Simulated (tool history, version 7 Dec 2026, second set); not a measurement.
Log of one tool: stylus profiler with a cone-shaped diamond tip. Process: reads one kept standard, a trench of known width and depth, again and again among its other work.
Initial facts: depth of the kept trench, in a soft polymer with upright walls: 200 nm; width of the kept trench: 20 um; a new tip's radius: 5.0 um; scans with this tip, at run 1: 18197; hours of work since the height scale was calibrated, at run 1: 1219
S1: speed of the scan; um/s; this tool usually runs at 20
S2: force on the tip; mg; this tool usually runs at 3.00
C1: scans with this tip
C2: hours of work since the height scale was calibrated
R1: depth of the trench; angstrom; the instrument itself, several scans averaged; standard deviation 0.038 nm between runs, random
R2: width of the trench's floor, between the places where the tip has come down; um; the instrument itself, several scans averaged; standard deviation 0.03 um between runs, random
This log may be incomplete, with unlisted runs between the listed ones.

run	hour	S1	S2	C1	C2	R1	R2
1	0.0	20	3.00	18197	1219	2027.1	17.13
2	17.5	20	3.00	18387	1232	2027.0	17.08
3	46.5	58	3.00	18702	1253	2027.2	17.08
4	65.5	58	3.00	18908	1267	2027.2	17.13
5	93.0	58	3.00	19207	1287	2026.7	17.09
6	110.9	20	3.00	19400	1300	2027.4	17.07
7	128.5	20	3.00	19591	1313	2026.9	17.10
8	149.0	20	3.00	19814	1327	2027.1	17.14
9	169.3	20	3.00	20034	1342	2027.0	17.16
10	190.2	12	3.00	20260	1357	2026.9	17.10
# hour 198.0: new tip fitted, height scale calibrated
11	209.0	12	3.00	120	8	2027.2	17.20
12	231.7	20	3.00	366	24	2027.2	17.16
13	257.7	20	3.00	648	43	2026.5	17.14
14	271.6	20	2.85	799	53	2025.5	17.18
15	293.5	20	2.78	1037	69	2025.6	17.15
16	319.2	46	4.76	1315	88	2036.9	17.10
17	333.1	46	7.74	1465	98	2051.2	17.16
18	345.9	10	7.55	1605	107	2050.6	17.15
19	361.3	8	1.55	1772	119	2017.3	17.18
20	381.1	30	7.19	1986	133	2049.0	17.17
21	405.7	30	7.19	2253	151	2049.0	17.18
22	435.6	30	7.19	2577	173	2049.1	17.17
23	459.0	16	5.51	2831	190	2040.1	17.18
24	478.2	16	5.51	3040	204	2040.6	17.15
25	507.5	11	2.59	3357	225	2024.9	17.19

What if the next run were any one of these 5? Each begins from the tool's condition after run 25:
A	520.9	7	4.72	3502	235	?	?
B	520.9	7	1.24	3502	235	?	?
C	520.9	26	2.57	3502	235	?	?
D	520.9	11	1.64	3502	235	?	?
E	520.9	67	1.76	3502	235	?	?

run	R1	R2
A	2036.4	17.19
B	2014.9	17.16
C	2023.7	17.15
D	2017.8	17.13
E	2018.6	17.07
The same runs, with their run-to-run variation unchanged, on a tool lacking any hidden condition would have given:
run	R1	R2
A	2036.4	17.19
B	2015.0	17.16
C	2023.7	17.15
D	2017.8	17.13
E	2018.6	17.08

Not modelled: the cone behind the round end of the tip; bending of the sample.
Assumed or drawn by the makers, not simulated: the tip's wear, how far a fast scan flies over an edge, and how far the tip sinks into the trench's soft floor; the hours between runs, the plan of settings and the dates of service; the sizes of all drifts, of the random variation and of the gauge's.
